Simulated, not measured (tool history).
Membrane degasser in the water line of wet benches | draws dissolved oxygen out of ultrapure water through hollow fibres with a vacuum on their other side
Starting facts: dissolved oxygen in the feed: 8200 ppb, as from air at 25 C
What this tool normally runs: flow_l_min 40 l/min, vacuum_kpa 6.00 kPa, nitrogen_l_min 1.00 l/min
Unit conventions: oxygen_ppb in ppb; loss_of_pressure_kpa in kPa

run 1 hour=0.0 | flow_l_min=40 vacuum_kpa=6.00 nitrogen_l_min=1.00 | oxygen_ppb=255.1 loss_of_pressure_kpa=58.13
run 2 hour=56.4 | flow_l_min=40 vacuum_kpa=6.00 nitrogen_l_min=1.00 | oxygen_ppb=254.2 loss_of_pressure_kpa=58.18
run 3 hour=102.6 | flow_l_min=40 vacuum_kpa=6.00 nitrogen_l_min=1.00 | oxygen_ppb=251.1 loss_of_pressure_kpa=58.24
run 4 hour=162.6 | flow_l_min=40 vacuum_kpa=11.34 nitrogen_l_min=1.00 | oxygen_ppb=638.2 loss_of_pressure_kpa=58.68
run 5 hour=204.7 | flow_l_min=40 vacuum_kpa=6.00 nitrogen_l_min=1.00 | oxygen_ppb=247.6 loss_of_pressure_kpa=58.29
run 6 hour=259.1 | flow_l_min=25 vacuum_kpa=6.00 nitrogen_l_min=1.00 | oxygen_ppb=163.0 loss_of_pressure_kpa=36.25
run 7 hour=286.8 | flow_l_min=40 vacuum_kpa=6.00 nitrogen_l_min=1.00 | oxygen_ppb=259.0 loss_of_pressure_kpa=58.38
run 8 hour=348.6 | flow_l_min=40 vacuum_kpa=6.00 nitrogen_l_min=1.00 | oxygen_ppb=256.3 loss_of_pressure_kpa=58.86
run 9 hour=394.4 | flow_l_min=40 vacuum_kpa=6.00 nitrogen_l_min=1.00 | oxygen_ppb=253.4 loss_of_pressure_kpa=58.55
run 10 hour=430.7 | flow_l_min=40 vacuum_kpa=12.22 nitrogen_l_min=1.00 | oxygen_ppb=702.6 loss_of_pressure_kpa=58.69
run 11 hour=484.6 | flow_l_min=30 vacuum_kpa=6.00 nitrogen_l_min=1.00 | oxygen_ppb=196.8 loss_of_pressure_kpa=43.78
run 12 hour=529.5 | flow_l_min=33 vacuum_kpa=6.00 nitrogen_l_min=1.00 | oxygen_ppb=214.5 loss_of_pressure_kpa=48.36
-- hour=532.9 vacuum gauge calibrated
run 13 hour=586.3 | flow_l_min=40 vacuum_kpa=6.00 nitrogen_l_min=1.00 | oxygen_ppb=273.2 loss_of_pressure_kpa=58.54
run 14 hour=635.4 | flow_l_min=40 vacuum_kpa=6.00 nitrogen_l_min=1.00 | oxygen_ppb=264.6 loss_of_pressure_kpa=58.10
run 15 hour=673.6 | flow_l_min=40 vacuum_kpa=6.00 nitrogen_l_min=1.00 | oxygen_ppb=263.0 loss_of_pressure_kpa=58.32
run 16 hour=718.0 | flow_l_min=40 vacuum_kpa=6.00 nitrogen_l_min=1.00 | oxygen_ppb=271.5 loss_of_pressure_kpa=58.52
-- hour=746.8 vacuum gauge calibrated, once more
run 17 hour=758.0 | flow_l_min=42 vacuum_kpa=4.86 nitrogen_l_min=1.00 | oxygen_ppb=165.3 loss_of_pressure_kpa=61.33
run 18 hour=806.2 | flow_l_min=25 vacuum_kpa=6.00 nitrogen_l_min=2.07 | oxygen_ppb=83.7 loss_of_pressure_kpa=36.36
run 19 hour=834.5 | flow_l_min=25 vacuum_kpa=6.00 nitrogen_l_min=2.07 | oxygen_ppb=85.3 loss_of_pressure_kpa=36.72
run 20 hour=889.9 | flow_l_min=39 vacuum_kpa=4.40 nitrogen_l_min=1.81 | oxygen_ppb=78.0 loss_of_pressure_kpa=57.26
run 21 hour=920.8 | flow_l_min=28 vacuum_kpa=3.71 nitrogen_l_min=1.00 | oxygen_ppb=38.6 loss_of_pressure_kpa=40.57
run 22 hour=986.6 | flow_l_min=43 vacuum_kpa=9.91 nitrogen_l_min=1.00 | oxygen_ppb=558.3 loss_of_pressure_kpa=62.80
run 23 hour=1035.1 | flow_l_min=43 vacuum_kpa=9.91 nitrogen_l_min=1.00 | oxygen_ppb=566.2 loss_of_pressure_kpa=62.87
run 24 hour=1078.6 | flow_l_min=42 vacuum_kpa=10.99 nitrogen_l_min=0.69 | oxygen_ppb=802.4 loss_of_pressure_kpa=61.54
run 25 hour=1142.9 | flow_l_min=27 vacuum_kpa=4.51 nitrogen_l_min=1.42 | oxygen_ppb=61.8 loss_of_pressure_kpa=39.71
run 26 hour=1182.2 | flow_l_min=47 vacuum_kpa=6.28 nitrogen_l_min=1.12 | oxygen_ppb=285.0 loss_of_pressure_kpa=68.28
run 27 hour=1226.4 | flow_l_min=47 vacuum_kpa=6.28 nitrogen_l_min=1.12 | oxygen_ppb=289.3 loss_of_pressure_kpa=68.31
run 28 hour=1263.0 | flow_l_min=40 vacuum_kpa=10.92 nitrogen_l_min=0.48 | oxygen_ppb=976.2 loss_of_pressure_kpa=58.46
run 29 hour=1310.2 | flow_l_min=28 vacuum_kpa=12.63 nitrogen_l_min=1.47 | oxygen_ppb=397.1 loss_of_pressure_kpa=41.09
run 30 hour=1359.2 | flow_l_min=32 vacuum_kpa=6.49 nitrogen_l_min=1.75 | oxygen_ppb=147.5 loss_of_pressure_kpa=46.82
run 31 hour=1399.7 | flow_l_min=32 vacuum_kpa=6.49 nitrogen_l_min=1.75 | oxygen_ppb=146.2 loss_of_pressure_kpa=47.28

Consider 4 possible next runs. They are alternatives, not a sequence: every one starts from the tool as it was left by run 31. What does each give?
run A hour=1428.8 | flow_l_min=34 vacuum_kpa=9.63 nitrogen_l_min=0.83 | oxygen_ppb=? loss_of_pressure_kpa=?
run B hour=1428.8 | flow_l_min=40 vacuum_kpa=5.79 nitrogen_l_min=1.00 | oxygen_ppb=? loss_of_pressure_kpa=?
run C hour=1428.8 | flow_l_min=50 vacuum_kpa=5.24 nitrogen_l_min=1.23 | oxygen_ppb=? loss_of_pressure_kpa=?
run D hour=1428.8 | flow_l_min=40 vacuum_kpa=8.68 nitrogen_l_min=1.00 | oxygen_ppb=? loss_of_pressure_kpa=?

run=A oxygen_ppb=504.7 loss_of_pressure_kpa=49.55
run=B oxygen_ppb=228.2 loss_of_pressure_kpa=58.41
run=C oxygen_ppb=206.4 loss_of_pressure_kpa=73.03
run=D oxygen_ppb=452.4 loss_of_pressure_kpa=58.57
The same runs, with their run-to-run variation unchanged, on a tool lacking any hidden condition would have given:
run=A oxygen_ppb=500.8 loss_of_pressure_kpa=49.13
run=B oxygen_ppb=224.1 loss_of_pressure_kpa=57.92
run=C oxygen_ppb=201.6 loss_of_pressure_kpa=72.42
run=D oxygen_ppb=448.1 loss_of_pressure_kpa=58.09
